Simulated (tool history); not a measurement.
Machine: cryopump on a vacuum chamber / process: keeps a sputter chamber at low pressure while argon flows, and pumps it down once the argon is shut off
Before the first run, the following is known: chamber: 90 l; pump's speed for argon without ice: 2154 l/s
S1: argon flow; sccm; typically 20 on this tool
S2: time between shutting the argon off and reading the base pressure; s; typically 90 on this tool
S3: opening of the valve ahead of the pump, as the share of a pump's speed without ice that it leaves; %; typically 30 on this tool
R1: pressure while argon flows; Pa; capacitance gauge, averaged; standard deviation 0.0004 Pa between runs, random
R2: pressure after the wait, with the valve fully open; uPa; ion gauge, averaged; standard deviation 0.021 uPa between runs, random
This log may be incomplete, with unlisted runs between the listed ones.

{"run": 1, "hour": 0.0, "S1": 20, "S2": 90, "S3": 30, "R1": 0.0541, "R2": 0.73}
{"run": 2, "hour": 34.0, "S1": 20, "S2": 90, "S3": 30, "R1": 0.0551, "R2": 0.76}
{"run": 3, "hour": 59.4, "S1": 20, "S2": 90, "S3": 30, "R1": 0.056, "R2": 0.75}
{"run": 4, "hour": 95.9, "S1": 20, "S2": 90, "S3": 30, "R1": 0.0562, "R2": 0.8}
{"run": 5, "hour": 128.3, "S1": 20, "S2": 90, "S3": 30, "R1": 0.0557, "R2": 0.82}
{"run": 6, "hour": 191.3, "S1": 20, "S2": 228, "S3": 30, "R1": 0.0534, "R2": 0.59}
{"run": 7, "hour": 224.7, "S1": 20, "S2": 228, "S3": 30, "R1": 0.0524, "R2": 0.6}
{"run": 8, "hour": 251.9, "S1": 20, "S2": 228, "S3": 30, "R1": 0.0524, "R2": 0.61}
{"run": 9, "hour": 286.6, "S1": 20, "S2": 228, "S3": 30, "R1": 0.0522, "R2": 0.61}
{"run": 10, "hour": 321.0, "S1": 20, "S2": 228, "S3": 30, "R1": 0.053, "R2": 0.61}
{"run": 11, "hour": 349.6, "S1": 20, "S2": 228, "S3": 30, "R1": 0.0531, "R2": 0.64}
{"run": 12, "hour": 376.0, "S1": 20, "S2": 228, "S3": 30, "R1": 0.0539, "R2": 0.65}
{"run": 13, "hour": 425.1, "S1": 10, "S2": 228, "S3": 39, "R1": 0.021, "R2": 0.65}
{"run": 14, "hour": 455.3, "S1": 10, "S2": 228, "S3": 39, "R1": 0.021, "R2": 0.67}
{"run": 15, "hour": 491.0, "S1": 11, "S2": 228, "S3": 47, "R1": 0.0194, "R2": 0.69}
{"run": 16, "hour": 527.6, "S1": 20, "S2": 150, "S3": 49, "R1": 0.0345, "R2": 0.74}
{"run": 17, "hour": 563.5, "S1": 13, "S2": 260, "S3": 25, "R1": 0.0425, "R2": 0.71}
{"run": 18, "hour": 615.5, "S1": 17, "S2": 260, "S3": 25, "R1": 0.0561, "R2": 0.72}
{"run": 19, "hour": 655.6, "S1": 17, "S2": 260, "S3": 25, "R1": 0.0564, "R2": 0.71}
{"run": 20, "hour": 697.1, "S1": 17, "S2": 260, "S3": 25, "R1": 0.0572, "R2": 0.79}
{"run": 21, "hour": 756.8, "S1": 22, "S2": 90, "S3": 22, "R1": 0.079, "R2": 0.76}
{"run": 22, "hour": 805.7, "S1": 8, "S2": 35, "S3": 30, "R1": 0.0216, "R2": 1.08}

Not shown: 2 entries that the log had between the listed runs. Between which runs, and how does the tool's hidden state differ before and after?
Logged between run 5 and run 6: pump warmed up, emptied and cooled again (hour 186.3)
  pump's speed, % of a pump's without ice: 81.1 -> 99.5; cold plate's temperature, K: 12.34 -> 12.36; leak into the chamber, uPa l/s: 1045 -> 1063
  measured value less the no-hidden-state value, R1: +0.0038 -> +0.0002 Pa; R2: +0.46 -> +0.35 uPa
Logged between run 20 and run 21: pump warmed up, emptied and cooled again (hour 709.7)
  pump's speed, % of a pump's without ice: 79.4 -> 97.9; cold plate's temperature, K: 12.51 -> 12.52; leak into the chamber, uPa l/s: 1200 -> 1214
  measured value less the no-hidden-state value, R1: +0.0037 -> +0.0005 Pa; R2: +0.57 -> +0.44 uPa
